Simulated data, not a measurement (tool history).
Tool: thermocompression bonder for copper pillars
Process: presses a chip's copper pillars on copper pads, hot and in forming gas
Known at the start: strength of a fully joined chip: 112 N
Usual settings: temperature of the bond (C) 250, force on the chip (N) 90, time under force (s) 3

run	hour	temperature of the bond (C)	force on the chip (N)	time under force (s)	force that shears a chip off (N)
1	0	250	90	3	38.6
2	18.2	250	90	3	38.6
3	47.4	250	90	3	39.1
# hour 58.2: forming gas filter changed
4	68.7	241	90	3	36.5
5	101.4	250	90	3	41.2
6	123.9	250	90	2	34.8
7	141.1	250	90	2	35.4
8	159.4	250	90	2	33.9
9	188.7	250	90	2	35.6
10	212.1	250	90	2	35.6
11	237.9	250	90	2	34.2
12	268.3	250	90	2	33.7
13	294.8	250	90	2	33.6
14	327.5	250	90	2	33.2
15	344.2	250	90	2	33.2
16	363.4	250	90	2	32.8
17	396.4	250	90	7	53.9
18	431.9	250	90	7	53.5
19	451.2	250	90	3	40.1
# hour 478.3: heater calibrated with a thermocouple chip
20	479	250	90	3	36.8
21	510.3	256	109	3	44.4
22	532.5	256	109	3	44.6
23	549.4	263	58	2	29.5
24	570.3	250	66	3	29.5
# hour 597.7: heater calibrated with a thermocouple chip, once more
25	602	278	66	4	57.6
26	628.3	240	109	4	46.2
27	646.8	240	109	4	46.6
28	675.9	240	109	4	45.3
29	700.3	240	109	2	33.9
30	733.5	250	87	3	41.2
31	757.4	250	133	7	66.6
32	778.9	250	90	2	35.6
33	807.7	250	90	2	35.2
34	838.8	250	90	2	36.4
35	864.2	250	90	2	35.3
36	889.3	277	90	3	57.7
37	908.7	260	92	4	52.8
38	934.9	250	90	8	58.5
39	955.6	228	116	8	50.6

5 ways to go on from here, each from the tool as it stands after run 39. What would each give?
A	988.9	276	116	7	?
B	988.9	269	133	8	?
C	988.9	241	66	6	?
D	988.9	279	68	3	?
E	988.9	228	82	6	?

run	force that shears a chip off (N)
A	78.4
B	78.8
C	40
D	50.1
E	36.8
Without the tool's hidden state the same runs would have given:
run	force that shears a chip off (N)
A	82.9
B	83.5
C	42.1
D	52.7
E	38.8

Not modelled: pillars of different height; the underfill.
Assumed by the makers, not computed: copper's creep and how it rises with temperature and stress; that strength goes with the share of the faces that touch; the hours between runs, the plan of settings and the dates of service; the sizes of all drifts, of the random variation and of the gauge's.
